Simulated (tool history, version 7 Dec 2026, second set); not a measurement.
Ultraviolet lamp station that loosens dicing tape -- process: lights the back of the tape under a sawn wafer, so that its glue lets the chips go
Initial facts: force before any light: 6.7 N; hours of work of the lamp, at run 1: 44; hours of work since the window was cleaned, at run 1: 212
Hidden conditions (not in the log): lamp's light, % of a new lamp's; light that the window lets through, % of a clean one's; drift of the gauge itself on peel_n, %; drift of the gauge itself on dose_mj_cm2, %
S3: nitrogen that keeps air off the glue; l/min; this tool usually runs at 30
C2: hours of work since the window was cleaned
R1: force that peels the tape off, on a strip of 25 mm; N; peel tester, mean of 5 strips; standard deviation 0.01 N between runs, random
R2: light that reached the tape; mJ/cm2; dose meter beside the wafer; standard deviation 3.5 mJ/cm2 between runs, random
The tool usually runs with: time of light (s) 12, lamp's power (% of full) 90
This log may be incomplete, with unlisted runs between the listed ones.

{"run": 1, "hour": 0.0, "time of light (s)": 12, "lamp's power (% of full)": 90, "S3": 30, "hours of work of the lamp": 44, "C2": 212, "R1": 0.54, "R2": 541}
{"run": 2, "hour": 10.2, "time of light (s)": 12, "lamp's power (% of full)": 90, "S3": 30, "hours of work of the lamp": 51, "C2": 219, "R1": 0.539, "R2": 536}
{"run": 3, "hour": 16.0, "time of light (s)": 12, "lamp's power (% of full)": 90, "S3": 30, "hours of work of the lamp": 55, "C2": 223, "R1": 0.556, "R2": 534}
{"run": 4, "hour": 25.1, "time of light (s)": 12, "lamp's power (% of full)": 90, "S3": 30, "hours of work of the lamp": 61, "C2": 230, "R1": 0.548, "R2": 535}
{"run": 5, "hour": 32.2, "time of light (s)": 12, "lamp's power (% of full)": 90, "S3": 30, "hours of work of the lamp": 66, "C2": 234, "R1": 0.561, "R2": 536}
{"run": 6, "hour": 42.0, "time of light (s)": 18, "lamp's power (% of full)": 90, "S3": 30, "hours of work of the lamp": 73, "C2": 241, "R1": 0.203, "R2": 799}
{"run": 7, "hour": 52.4, "time of light (s)": 12, "lamp's power (% of full)": 90, "S3": 30, "hours of work of the lamp": 80, "C2": 248, "R1": 0.558, "R2": 529}
{"run": 8, "hour": 57.7, "time of light (s)": 12, "lamp's power (% of full)": 90, "S3": 30, "hours of work of the lamp": 84, "C2": 252, "R1": 0.549, "R2": 524}
{"run": 9, "hour": 67.8, "time of light (s)": 19, "lamp's power (% of full)": 90, "S3": 30, "hours of work of the lamp": 91, "C2": 259, "R1": 0.186, "R2": 835}
{"run": 10, "hour": 75.1, "time of light (s)": 19, "lamp's power (% of full)": 90, "S3": 30, "hours of work of the lamp": 96, "C2": 264, "R1": 0.182, "R2": 836}
{"run": 11, "hour": 79.7, "time of light (s)": 19, "lamp's power (% of full)": 90, "S3": 30, "hours of work of the lamp": 99, "C2": 267, "R1": 0.196, "R2": 830}
{"run": 12, "hour": 88.7, "time of light (s)": 19, "lamp's power (% of full)": 90, "S3": 30, "hours of work of the lamp": 105, "C2": 274, "R1": 0.194, "R2": 825}
{"run": 13, "hour": 96.2, "time of light (s)": 12, "lamp's power (% of full)": 81, "S3": 12, "hours of work of the lamp": 111, "C2": 279, "R1": 1.161, "R2": 472}
{"hour": 97.4, "done": "window cleaned of glue's vapour"}
{"run": 14, "hour": 103.5, "time of light (s)": 7, "lamp's power (% of full)": 94, "S3": 20, "hours of work of the lamp": 115, "C2": 4, "R1": 1.837, "R2": 301}
{"run": 15, "hour": 108.2, "time of light (s)": 7, "lamp's power (% of full)": 94, "S3": 20, "hours of work of the lamp": 119, "C2": 8, "R1": 1.774, "R2": 296}
{"run": 16, "hour": 118.0, "time of light (s)": 8, "lamp's power (% of full)": 83, "S3": 20, "hours of work of the lamp": 125, "C2": 14, "R1": 1.796, "R2": 306}
{"run": 17, "hour": 123.6, "time of light (s)": 11, "lamp's power (% of full)": 66, "S3": 30, "hours of work of the lamp": 129, "C2": 18, "R1": 1.343, "R2": 331}
{"run": 18, "hour": 129.7, "time of light (s)": 11, "lamp's power (% of full)": 66, "S3": 30, "hours of work of the lamp": 134, "C2": 22, "R1": 1.394, "R2": 329}
{"run": 19, "hour": 135.4, "time of light (s)": 12, "lamp's power (% of full)": 79, "S3": 50, "hours of work of the lamp": 138, "C2": 26, "R1": 0.695, "R2": 429}
{"hour": 140.6, "done": "window cleaned of glue's vapour, once more"}
{"run": 20, "hour": 145.6, "time of light (s)": 12, "lamp's power (% of full)": 79, "S3": 50, "hours of work of the lamp": 144, "C2": 3, "R1": 0.508, "R2": 489}
{"run": 21, "hour": 154.8, "time of light (s)": 10, "lamp's power (% of full)": 79, "S3": 48, "hours of work of the lamp": 151, "C2": 10, "R1": 0.783, "R2": 405}
{"run": 22, "hour": 159.8, "time of light (s)": 13, "lamp's power (% of full)": 61, "S3": 11, "hours of work of the lamp": 154, "C2": 13, "R1": 1.495, "R2": 406}
{"run": 23, "hour": 164.5, "time of light (s)": 13, "lamp's power (% of full)": 61, "S3": 11, "hours of work of the lamp": 157, "C2": 17, "R1": 1.55, "R2": 404}

Each row is a separate what-if for the run after 23, all from the same tool condition, not one after another. Results?
{"run": "A", "hour": 171.4, "time of light (s)": 13, "lamp's power (% of full)": 74, "S3": 33, "hours of work of the lamp": 162, "C2": 21, "R1": "?", "R2": "?"}
{"run": "B", "hour": 171.4, "time of light (s)": 14, "lamp's power (% of full)": 61, "S3": 11, "hours of work of the lamp": 162, "C2": 21, "R1": "?", "R2": "?"}
{"run": "C", "hour": 171.4, "time of light (s)": 8, "lamp's power (% of full)": 68, "S3": 27, "hours of work of the lamp": 162, "C2": 21, "R1": "?", "R2": "?"}
{"run": "D", "hour": 171.4, "time of light (s)": 12, "lamp's power (% of full)": 71, "S3": 30, "hours of work of the lamp": 162, "C2": 21, "R1": "?", "R2": "?"}
{"run": "E", "hour": 171.4, "time of light (s)": 10, "lamp's power (% of full)": 77, "S3": 46, "hours of work of the lamp": 162, "C2": 21, "R1": "?", "R2": "?"}

run=A R1=0.632 R2=492
run=B R1=1.346 R2=441
run=C R1=1.827 R2=282
run=D R1=0.835 R2=444
run=E R1=0.878 R2=393
Without the tool's hidden state the same runs would have given:
run=A R1=0.566 R2=518
run=B R1=1.242 R2=464
run=C R1=1.709 R2=297
run=D R1=0.754 R2=467
run=E R1=0.795 R2=413
